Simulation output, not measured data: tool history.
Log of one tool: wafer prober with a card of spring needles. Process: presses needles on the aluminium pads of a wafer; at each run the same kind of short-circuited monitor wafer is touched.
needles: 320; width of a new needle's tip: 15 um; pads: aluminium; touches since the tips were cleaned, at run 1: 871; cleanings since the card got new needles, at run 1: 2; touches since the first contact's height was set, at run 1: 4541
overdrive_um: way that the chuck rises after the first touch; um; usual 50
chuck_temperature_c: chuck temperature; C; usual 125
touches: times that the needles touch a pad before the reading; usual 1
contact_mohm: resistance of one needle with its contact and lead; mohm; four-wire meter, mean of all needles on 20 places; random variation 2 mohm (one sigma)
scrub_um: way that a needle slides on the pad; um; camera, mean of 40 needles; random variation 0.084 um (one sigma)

run,day,overdrive_um,chuck_temperature_c,touches,touches since the tips were cleaned,cleanings since the card got new needles,touches since the first contact's height was set,contact_mohm,scrub_um
1,0,50,125,1,871,2,4541,222,11.08
# day 0.15: tips cleaned on abrasive film
# day 0.483: tips cleaned on abrasive film
2,0.525,41,125,1,231,4,7300,226,9.22
# day 0.775: tips cleaned on abrasive film
3,0.821,50,125,1,265,5,8864,219,11.12
# day 1.067: tips cleaned on abrasive film
4,1.317,50,125,1,1331,6,11477,229,11.28
# day 1.383: tips cleaned on abrasive film
5,1.617,50,125,1,1250,7,13057,226,11.11
# day 1.675: tips cleaned on abrasive film
# day 1.979: tips cleaned on abrasive film
6,2.154,50,125,1,930,9,15879,229,11.01
# day 2.292: tips cleaned on abrasive film
7,2.492,50,125,1,1080,10,17661,228,11.05
# day 2.6: tips cleaned on abrasive film
8,2.85,45,125,1,1324,11,19544,237,9.94
# day 2.925: tips cleaned on abrasive film
# day 3.246: tips cleaned on abrasive film
9,3.354,50,125,2,589,13,22195,221,11.02
# day 3.567: tips cleaned on abrasive film
10,3.679,63,125,1,608,14,23913,216,14.06
# day 3.9: tips cleaned on abrasive film
11,4.075,50,125,1,944,15,26005,222,10.94
# day 4.212: tips cleaned on abrasive film
12,4.433,50,125,1,1192,16,27892,232,11
# day 4.538: tips cleaned on abrasive film
13,4.788,50,110,1,1342,17,29750,227,10.9
# day 4.858: tips cleaned on abrasive film
# day 5.188: tips cleaned on abrasive film
14,5.296,33,51,1,574,19,32423,230,7.09
# day 5.483: tips cleaned on abrasive film
15,5.567,52,52,1,432,20,33835,203,11.39
# day 5.804: tips cleaned on abrasive film
16,6.025,52,52,1,1185,21,36272,214,11.33
# day 6.112: tips cleaned on abrasive film
17,6.358,50,124,2,1312,22,38032,225,10.84

The next listed run, before its measurement:
# day 6.446: tips cleaned on abrasive film
18,6.725,50,35,3,1487,23,39959,?,?

{"run 18": {"contact_mohm": 203, "scrub_um": 10.89}}
Without the tool's hidden state the same run would have given contact_mohm 191 mohm, scrub_um 11.44 um.
